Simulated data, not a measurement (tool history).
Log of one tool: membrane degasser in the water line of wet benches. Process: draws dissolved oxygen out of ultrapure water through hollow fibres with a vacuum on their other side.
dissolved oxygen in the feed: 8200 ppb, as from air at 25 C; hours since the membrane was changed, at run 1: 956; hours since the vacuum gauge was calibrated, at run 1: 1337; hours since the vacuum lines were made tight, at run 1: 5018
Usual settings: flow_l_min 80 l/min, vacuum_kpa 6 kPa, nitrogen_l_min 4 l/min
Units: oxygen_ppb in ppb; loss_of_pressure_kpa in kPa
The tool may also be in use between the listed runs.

| run | hour | flow_l_min | vacuum_kpa | nitrogen_l_min | hours since the membrane was changed | hours since the vacuum gauge was calibrated | hours since the vacuum lines were made tight | oxygen_ppb | loss_of_pressure_kpa |
|---|---|---|---|---|---|---|---|---|---|
| 1 | 0 | 80 | 6 | 4 | 956 | 1337 | 5018 | 128.5 | 40.98 |
| 2 | 81.8 | 80 | 6 | 4 | 1038 | 1419 | 5100 | 128.8 | 41.03 |
| 3 | 141.4 | 80 | 6 | 4 | 1098 | 1479 | 5160 | 132 | 40.76 |
| 4 | 226.4 | 80 | 6 | 4 | 1183 | 1564 | 5245 | 127.5 | 41.04 |
| 5 | 316 | 80 | 6 | 4 | 1272 | 1653 | 5334 | 127.9 | 40.88 |
| 6 | 373.8 | 80 | 6 | 4 | 1330 | 1711 | 5392 | 130.2 | 41.37 |
| 7 | 437.6 | 80 | 6 | 4 | 1394 | 1775 | 5456 | 129.6 | 40.73 |
| 8 | 530 | 80 | 6 | 4 | 1486 | 1867 | 5548 | 130.7 | 41.21 |
| 9 | 616.6 | 51 | 6 | 4 | 1573 | 1954 | 5635 | 83.7 | 26.1 |
| 10 | 663.6 | 51 | 6 | 4 | 1620 | 2001 | 5682 | 83.7 | 26.24 |
| 11 | 747.3 | 80 | 4.55 | 6.42 | 1704 | 2084 | 5766 | 44.6 | 41.22 |
| 12 | 809.4 | 100 | 7.45 | 6.09 | 1766 | 2147 | 5828 | 171.9 | 51.66 |
| 13 | 866.1 | 100 | 7.45 | 6.09 | 1823 | 2203 | 5884 | 173.2 | 51.35 |
| 14 | 931.3 | 124 | 10.07 | 3.74 | 1888 | 2269 | 5950 | 480.4 | 63.84 |
| 15 | 1012.1 | 64 | 7.54 | 5.45 | 1968 | 2349 | 6030 | 120.3 | 33 |
| 16 | 1102.6 | 64 | 7.54 | 5.45 | 2059 | 2440 | 6121 | 122.4 | 32.9 |
| 17 | 1173.1 | 53 | 7.54 | 4.49 | 2129 | 2510 | 6191 | 121 | 27.3 |
| 18 | 1245.2 | 53 | 7.54 | 4.49 | 2202 | 2582 | 6263 | 121.1 | 27.53 |
| 19 | 1308.6 | 53 | 7.54 | 4.49 | 2265 | 2646 | 6327 | 120 | 27.61 |
| 20 | 1399 | 78 | 7.54 | 2.34 | 2355 | 2736 | 6417 | 304.7 | 40.65 |

Forecast each of these 4 alternatives for the next run:
| A | 1450.1 | 54 | 6.3 | 2.34 | 2406 | 2787 | 6468 | ? | ? |
| B | 1450.1 | 80 | 6 | 3.43 | 2406 | 2787 | 6468 | ? | ? |
| C | 1450.1 | 78 | 7.54 | 4.56 | 2406 | 2787 | 6468 | ? | ? |
| D | 1450.1 | 71 | 10.62 | 4.16 | 2406 | 2787 | 6468 | ? | ? |

| run | oxygen_ppb | loss_of_pressure_kpa |
|---|---|---|
| A | 153.5 | 28.26 |
| B | 148.8 | 41.53 |
| C | 176.7 | 40.54 |
| D | 280 | 36.7 |
Without the tool's hidden state the same runs would have given:
| run | oxygen_ppb | loss_of_pressure_kpa |
|---|---|---|
| A | 150.8 | 27.73 |
| B | 145.8 | 40.75 |
| C | 173.7 | 39.78 |
| D | 276.5 | 36 |
